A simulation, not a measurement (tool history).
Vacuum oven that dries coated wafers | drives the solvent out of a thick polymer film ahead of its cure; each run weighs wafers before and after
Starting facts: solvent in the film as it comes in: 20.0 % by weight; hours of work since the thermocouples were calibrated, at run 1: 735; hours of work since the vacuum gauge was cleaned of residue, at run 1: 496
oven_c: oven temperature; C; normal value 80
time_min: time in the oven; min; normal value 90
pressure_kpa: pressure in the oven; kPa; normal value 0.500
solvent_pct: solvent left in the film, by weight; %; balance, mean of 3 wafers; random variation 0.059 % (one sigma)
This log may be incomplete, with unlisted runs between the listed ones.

run,day,oven_c,time_min,pressure_kpa,hours of work since the thermocouples were calibrated,hours of work since the vacuum gauge was cleaned of residue,solvent_pct
1,0.000,80,90,0.500,735,496,3.87
2,1.383,84,90,0.500,758,518,2.81
3,2.933,84,90,0.500,783,544,2.77
4,4.704,80,90,0.500,811,572,3.90
5,6.412,80,69,0.500,839,600,5.24
6,7.954,80,69,0.500,864,625,5.32
7,9.196,80,99,0.500,884,645,3.22
8,10.988,80,99,0.500,913,674,3.22
9,12.292,95,99,0.500,934,695,0.62
10,13.342,95,99,0.500,951,712,0.77
11,14.492,95,99,0.500,970,731,0.67
12,15.529,95,99,0.500,987,748,0.65
13,17.079,75,99,0.500,1012,773,4.75
14,18.808,80,90,0.500,1040,801,3.82
15,20.350,77,90,0.500,1065,826,4.51
16,21.296,80,81,0.500,1080,841,4.33
17,22.308,93,113,1.241,1096,857,0.70
18,23.104,69,154,1.241,1109,870,4.01
19,24.375,81,89,1.241,1130,891,3.68
20,25.804,90,72,1.284,1153,914,2.41
21,26.838,90,72,1.284,1170,931,2.52

Run 22 is up next; what results do you expect?
22,28.471,72,79,0.399,1196,957,?

solvent_pct: 6.83 %
Minus the tool's unlogged condition, the same run would have read solvent_pct 7.27 %.
